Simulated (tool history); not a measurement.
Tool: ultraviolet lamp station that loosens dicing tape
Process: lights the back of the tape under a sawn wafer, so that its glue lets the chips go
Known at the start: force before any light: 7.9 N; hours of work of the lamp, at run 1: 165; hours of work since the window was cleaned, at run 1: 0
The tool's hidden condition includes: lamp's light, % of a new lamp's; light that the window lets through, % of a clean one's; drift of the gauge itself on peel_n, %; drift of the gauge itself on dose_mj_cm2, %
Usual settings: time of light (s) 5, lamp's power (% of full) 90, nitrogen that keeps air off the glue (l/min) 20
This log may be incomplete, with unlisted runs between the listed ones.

| run | hour | time of light (s) | lamp's power (% of full) | nitrogen that keeps air off the glue (l/min) | hours of work of the lamp | hours of work since the window was cleaned | force that peels the tape off (N) | light that reached the tape (mJ/cm²) |
|---|---|---|---|---|---|---|---|---|
| 1 | 0 | 5 | 90 | 20 | 165 | 0 | 0.348 | 451 |
| 2 | 7.4 | 5 | 98 | 20 | 171 | 5 | 0.302 | 498 |
| 3 | 12 | 5 | 90 | 11 | 174 | 8 | 0.447 | 463 |
| 4 | 18.9 | 5 | 90 | 11 | 178 | 13 | 0.435 | 459 |
| 5 | 26.6 | 5 | 90 | 35 | 184 | 18 | 0.301 | 456 |
| 6 | 31.6 | 5 | 90 | 20 | 187 | 22 | 0.354 | 462 |
| 7 | 36.2 | 5 | 90 | 20 | 190 | 25 | 0.359 | 460 |
| 8 | 45.2 | 5 | 90 | 20 | 197 | 31 | 0.334 | 452 |
| 9 | 54.9 | 5 | 90 | 20 | 203 | 38 | 0.363 | 454 |
| 10 | 60.6 | 5 | 90 | 20 | 207 | 42 | 0.336 | 458 |
| 11 | 65 | 8 | 90 | 32 | 210 | 45 | 0.163 | 732 |
| 12 | 69.5 | 3 | 67 | 9 | 213 | 48 | 2.134 | 203 |
| 13 | 78.7 | 2 | 95 | 20 | 220 | 54 | 1.837 | 197 |
| 14 | 84 | 2 | 95 | 20 | 223 | 58 | 1.81 | 195 |
| 15 | 89.4 | 2 | 95 | 20 | 227 | 61 | 1.742 | 192 |
| 16 | 94.1 | 2 | 95 | 20 | 230 | 65 | 1.886 | 192 |
| 17 | 102.1 | 2 | 95 | 20 | 236 | 70 | 1.822 | 192 |
| 18 | 112.2 | 2 | 90 | 17 | 243 | 77 | 2.032 | 181 |

What will run 19 give?
| 19 | 118.9 | 4 | 90 | 7 | 247 | 82 | ? | ? |

force that peels the tape off (N): 0.877
light that reached the tape (mJ/cm²): 366
With no hidden state in the tool, this same run would have given force that peels the tape off (N) 0.876, light that reached the tape (mJ/cm²) 367.

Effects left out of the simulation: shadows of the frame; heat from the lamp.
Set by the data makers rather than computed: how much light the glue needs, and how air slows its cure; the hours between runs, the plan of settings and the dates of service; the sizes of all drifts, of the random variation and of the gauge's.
